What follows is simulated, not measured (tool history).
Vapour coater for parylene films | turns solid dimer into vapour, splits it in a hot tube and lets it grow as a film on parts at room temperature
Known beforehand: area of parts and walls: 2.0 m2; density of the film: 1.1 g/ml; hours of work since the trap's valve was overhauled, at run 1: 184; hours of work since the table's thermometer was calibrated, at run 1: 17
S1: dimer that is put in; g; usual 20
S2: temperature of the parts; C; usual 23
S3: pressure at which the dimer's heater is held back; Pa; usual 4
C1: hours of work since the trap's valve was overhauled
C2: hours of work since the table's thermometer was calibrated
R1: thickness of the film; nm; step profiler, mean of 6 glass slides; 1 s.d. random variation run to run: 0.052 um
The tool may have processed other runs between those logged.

run,hour,S1,S2,S3,C1,C2,R1
1,0,20,23,4,184,17,5620
2,12.4,20,23,4,192,25,5650
3,20.7,20,23,4,197,31,5670
4,32.4,20,23,4,204,38,5560
5,45.1,20,23,4,212,46,5580
6,53.7,20,23,4,218,52,5680
7,71.4,20,23,4,229,63,5570
8,80.1,20,23,4,235,68,5570
9,88.6,20,23,9.4,240,74,4850
10,102.4,20,23,9.4,249,83,4800
11,112.1,20,23,4,255,89,5580
12,121.2,20,23,4,261,95,5420
13,136,20,23,4,270,104,5490
14,153,20,32,4,281,115,3670
# hour 155.3: table's thermometer calibrated
15,162.8,20,32,4,287,5,3760
16,179.9,20,23,4,298,16,5430
17,192.1,20,23,4,306,23,5470
# hour 201.1: table's thermometer calibrated, once more
18,205.8,25,23,4,314,3,6740
19,214.1,20,23,4,319,8,5440
# hour 220.7: trap's valve overhauled
20,229,20,23,3.35,5,15,6150
21,237.3,20,22,3.35,11,21,6310
22,245.3,20,22,3.35,16,26,6320
23,262.3,20,22,3.35,26,36,6290
24,276.9,9,34,8.2,36,46,1500
25,289.2,22,18,9.11,44,54,7030
26,307,22,18,9.11,55,65,6940
27,326.2,20,22,4,67,77,6040
28,345.5,8,24,11.12,80,90,1900
29,356.5,15,33,7.84,87,97,2570
30,369.8,15,33,4.48,95,105,2800
31,383.9,22,20,4.48,104,114,7030
32,402.2,22,20,4.48,116,126,6970
33,415.8,18,24,4,124,134,4950
34,424.1,11,31,5.55,130,140,2080
35,440.8,11,21,5.93,140,150,3170
36,454.5,11,21,5.93,149,159,3150
37,469.6,10,34,7.75,159,169,1650
38,484.8,20,17,4,168,178,7340
39,496,20,17,4,175,185,7200
40,509.2,20,17,4,184,194,7160
41,527.3,20,18,9.82,196,206,5910
42,541.7,21,35,2.71,205,215,3810

Describe how what the log doesn't record of the tool's condition differs between the last listed run preceding each entry between runs and the first listed run following it.
Between runs 14 and 15: table's thermometer calibrated (hour 155.3)
  vapour lost through the trap's worn valve, %: 8.5 -> 8.7; true temperature of the parts over the reading, C: -0.02 -> -0.03
  measured less the result without the state, R1: -340 -> -350 nm
Between runs 17 and 18: table's thermometer calibrated, once more (hour 201.1)
  vapour lost through the trap's worn valve, %: 9.2 -> 9.4; true temperature of the parts over the reading, C: -0.01 -> -0.06
  measured less the result without the state, R1: -550 -> -690 nm
Between runs 19 and 20: trap's valve overhauled (hour 220.7)
  vapour lost through the trap's worn valve, %: 9.6 -> 0.5; true temperature of the parts over the reading, C: -0.05 -> -0.04
  measured less the result without the state, R1: -570 -> -20 nm
